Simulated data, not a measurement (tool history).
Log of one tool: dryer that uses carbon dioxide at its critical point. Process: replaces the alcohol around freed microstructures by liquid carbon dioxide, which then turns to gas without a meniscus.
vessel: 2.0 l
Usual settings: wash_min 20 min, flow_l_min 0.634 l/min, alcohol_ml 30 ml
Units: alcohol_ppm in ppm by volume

run,hour,wash_min,flow_l_min,alcohol_ml,alcohol_ppm
1,0,20,0.634,30,188
2,8.5,14,0.634,30,676
3,21.4,20,0.634,30,205
4,28,20,0.634,30,195
5,35.6,20,1.014,30,54
6,42.1,20,0.634,23,172
7,55.4,20,0.634,34,228
8,63.9,20,0.634,34,250
# hour 69: inlet filter changed
9,70.7,20,0.634,34,193
10,80.2,20,0.634,34,199
11,92.1,20,0.634,30,181
12,101.3,24,0.634,30,109
13,108,24,0.634,30,97
14,118.7,24,0.937,110,62
15,127.2,24,0.937,110,51
16,138.2,22,0.66,110,325
17,146.9,20,0.41,30,841
18,154.3,20,0.41,30,865
19,164.9,20,0.41,30,859
20,174.1,20,0.41,30,885
21,181.4,27,0.41,30,356
22,194.2,27,0.41,30,358
23,201.5,27,0.41,30,374

3 ways to go on from here, each from the tool as it stands after run 23. What would each give?
A,213.6,20,0.522,30,?
B,213.6,16,0.755,20,?
C,213.6,29,0.41,30,?

run,alcohol_ppm
A,418
B,180
C,289
Without the tool's hidden state the same runs would have given:
run,alcohol_ppm
A,313
B,105
C,199
